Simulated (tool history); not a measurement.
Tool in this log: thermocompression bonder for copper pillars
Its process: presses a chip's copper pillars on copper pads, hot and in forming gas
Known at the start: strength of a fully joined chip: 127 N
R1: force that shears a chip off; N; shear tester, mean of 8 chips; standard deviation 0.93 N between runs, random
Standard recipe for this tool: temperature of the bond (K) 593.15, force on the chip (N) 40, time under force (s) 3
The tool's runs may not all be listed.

run 1 hour=0 | temperature_of_the_bond_(K)=593.15 force_on_the_chip_(N)=40 time_under_force_(s)=3 | R1=87.1
run 2 hour=27.9 | temperature_of_the_bond_(K)=593.15 force_on_the_chip_(N)=40 time_under_force_(s)=3 | R1=82.9
run 3 hour=56.8 | temperature_of_the_bond_(K)=593.15 force_on_the_chip_(N)=40 time_under_force_(s)=3 | R1=82.1
run 4 hour=80.3 | temperature_of_the_bond_(K)=593.15 force_on_the_chip_(N)=40 time_under_force_(s)=3 | R1=87.7
run 5 hour=119.2 | temperature_of_the_bond_(K)=593.15 force_on_the_chip_(N)=40 time_under_force_(s)=3 | R1=87.3
run 6 hour=136.4 | temperature_of_the_bond_(K)=609.15 force_on_the_chip_(N)=40 time_under_force_(s)=3 | R1=95.1
run 7 hour=175.2 | temperature_of_the_bond_(K)=593.15 force_on_the_chip_(N)=40 time_under_force_(s)=3 | R1=81.9
run 8 hour=204.9 | temperature_of_the_bond_(K)=593.15 force_on_the_chip_(N)=40 time_under_force_(s)=3 | R1=88.3
run 9 hour=236.4 | temperature_of_the_bond_(K)=593.15 force_on_the_chip_(N)=37 time_under_force_(s)=3 | R1=81
run 10 hour=274.5 | temperature_of_the_bond_(K)=593.15 force_on_the_chip_(N)=25 time_under_force_(s)=3 | R1=55.1
run 11 hour=295.2 | temperature_of_the_bond_(K)=593.15 force_on_the_chip_(N)=25 time_under_force_(s)=3 | R1=53.4
run 12 hour=320.7 | temperature_of_the_bond_(K)=593.15 force_on_the_chip_(N)=25 time_under_force_(s)=3 | R1=52.9
run 13 hour=343.9 | temperature_of_the_bond_(K)=593.15 force_on_the_chip_(N)=25 time_under_force_(s)=3 | R1=56.7
run 14 hour=375 | temperature_of_the_bond_(K)=593.15 force_on_the_chip_(N)=25 time_under_force_(s)=3 | R1=55.2
run 15 hour=408.9 | temperature_of_the_bond_(K)=612.15 force_on_the_chip_(N)=25 time_under_force_(s)=3 | R1=66.1
run 16 hour=430.4 | temperature_of_the_bond_(K)=593.15 force_on_the_chip_(N)=40 time_under_force_(s)=3 | R1=82.8
run 17 hour=454.2 | temperature_of_the_bond_(K)=567.15 force_on_the_chip_(N)=40 time_under_force_(s)=3 | R1=69.6
run 18 hour=481.1 | temperature_of_the_bond_(K)=567.15 force_on_the_chip_(N)=40 time_under_force_(s)=3 | R1=69.8
run 19 hour=500.4 | temperature_of_the_bond_(K)=593.15 force_on_the_chip_(N)=40 time_under_force_(s)=3 | R1=86.2
run 20 hour=534.5 | temperature_of_the_bond_(K)=593.15 force_on_the_chip_(N)=40 time_under_force_(s)=6 | R1=96.6
run 21 hour=571.4 | temperature_of_the_bond_(K)=611.15 force_on_the_chip_(N)=30 time_under_force_(s)=2 | R1=65.5
run 22 hour=607.1 | temperature_of_the_bond_(K)=611.15 force_on_the_chip_(N)=30 time_under_force_(s)=2 | R1=70.2
run 23 hour=641.4 | temperature_of_the_bond_(K)=608.15 force_on_the_chip_(N)=40 time_under_force_(s)=2 | R1=84.8
run 24 hour=677.1 | temperature_of_the_bond_(K)=572.15 force_on_the_chip_(N)=51 time_under_force_(s)=2 | R1=75.3
run 25 hour=698.2 | temperature_of_the_bond_(K)=593.15 force_on_the_chip_(N)=48 time_under_force_(s)=2 | R1=83.3
run 26 hour=738.4 | temperature_of_the_bond_(K)=595.15 force_on_the_chip_(N)=59 time_under_force_(s)=5 | R1=116.8
run 27 hour=765.3 | temperature_of_the_bond_(K)=588.15 force_on_the_chip_(N)=28 time_under_force_(s)=3 | R1=57.7
run 28 hour=795.4 | temperature_of_the_bond_(K)=566.15 force_on_the_chip_(N)=40 time_under_force_(s)=2 | R1=56.6
run 29 hour=835.1 | temperature_of_the_bond_(K)=566.15 force_on_the_chip_(N)=59 time_under_force_(s)=2 | R1=76.9
run 30 hour=870.7 | temperature_of_the_bond_(K)=606.15 force_on_the_chip_(N)=49 time_under_force_(s)=2 | R1=98.6
run 31 hour=892.8 | temperature_of_the_bond_(K)=565.15 force_on_the_chip_(N)=49 time_under_force_(s)=5 | R1=89.5
run 32 hour=932.7 | temperature_of_the_bond_(K)=589.15 force_on_the_chip_(N)=47 time_under_force_(s)=2 | R1=81.2
run 33 hour=957.5 | temperature_of_the_bond_(K)=589.15 force_on_the_chip_(N)=47 time_under_force_(s)=2 | R1=78.7
run 34 hour=980.5 | temperature_of_the_bond_(K)=618.15 force_on_the_chip_(N)=47 time_under_force_(s)=3 | R1=110.6
run 35 hour=1020.3 | temperature_of_the_bond_(K)=564.15 force_on_the_chip_(N)=26 time_under_force_(s)=7 | R1=54.9
run 36 hour=1060.7 | temperature_of_the_bond_(K)=577.15 force_on_the_chip_(N)=52 time_under_force_(s)=8 | R1=104.9
run 37 hour=1099.5 | temperature_of_the_bond_(K)=577.15 force_on_the_chip_(N)=52 time_under_force_(s)=8 | R1=102
run 38 hour=1136.8 | temperature_of_the_bond_(K)=577.15 force_on_the_chip_(N)=52 time_under_force_(s)=8 | R1=109.6

Put back what was entered between runs (9 entries, withheld): which listed runs does each sit between, and how does the hidden state differ from the listed run before to the listed run after?
Runs 3 to 4: forming gas filter changed (hour 65.8)
  oxide that the forming gas leaves, % of the face: 9.85 -> 1.58
  measured value less the no-hidden-state value, R1: -10 -> -2.5 N
Runs 7 to 8: forming gas filter changed (hour 195.2)
  true temperature of the bond over the reading, C: -1.3 -> -1.4; oxide that the forming gas leaves, % of the face: 8.5 -> 1.34
  measured value less the no-hidden-state value, R1: -9 -> -2.6 N
Runs 12 to 13: forming gas filter changed (hour 324.5)
  true temperature of the bond over the reading, C: -1.7 -> -1.8; oxide that the forming gas leaves, % of the face: 10.56 -> 2.11
  measured value less the no-hidden-state value, R1: -8.2 -> -3.1 N
Runs 16 to 17: forming gas filter changed (hour 454.2)
  true temperature of the bond over the reading, C: -2 -> -2.1; oxide that the forming gas leaves, % of the face: 8.65 -> 0.58
  measured value less the no-hidden-state value, R1: -10 -> -2.9 N
Runs 21 to 22: forming gas filter changed (hour 583.4)
  true temperature of the bond over the reading, C: -2.4 -> -2.5; force that reaches the chip, % of what is set: 97.8 -> 97.7; oxide that the forming gas leaves, % of the face: 9.6 -> 2.37
  measured value less the no-hidden-state value, R1: -9.5 -> -4.6 N
Runs 25 to 26: forming gas filter changed (hour 714.2)
  true temperature of the bond over the reading, C: -2.7 -> -2.9; force that reaches the chip, % of what is set: 97.5 -> 97.4; oxide that the forming gas leaves, % of the face: 9.29 -> 2.52
  measured value less the no-hidden-state value, R1: -11.6 -> -4 N
Runs 29 to 30: forming gas filter changed (hour 845.9)
  true temperature of the bond over the reading, C: -3.1 -> -3.2; oxide that the forming gas leaves, % of the face: 9.98 -> 2.58
  measured value less the no-hidden-state value, R1: -12.4 -> -5.6 N
Runs 33 to 34: forming gas filter changed (hour 977.2)
  force that reaches the chip, % of what is set: 97 -> 96.9; oxide that the forming gas leaves, % of the face: 8.86 -> 0.84
  measured value less the no-hidden-state value, R1: -11.8 -> -3.2 N
Runs 37 to 38: forming gas filter changed (hour 1106.3)
  true temperature of the bond over the reading, C: -3.9 -> -4; force that reaches the chip, % of what is set: 96.7 -> 96.6; oxide that the forming gas leaves, % of the face: 10.37 -> 2.97
  measured value less the no-hidden-state value, R1: -14.3 -> -6 N

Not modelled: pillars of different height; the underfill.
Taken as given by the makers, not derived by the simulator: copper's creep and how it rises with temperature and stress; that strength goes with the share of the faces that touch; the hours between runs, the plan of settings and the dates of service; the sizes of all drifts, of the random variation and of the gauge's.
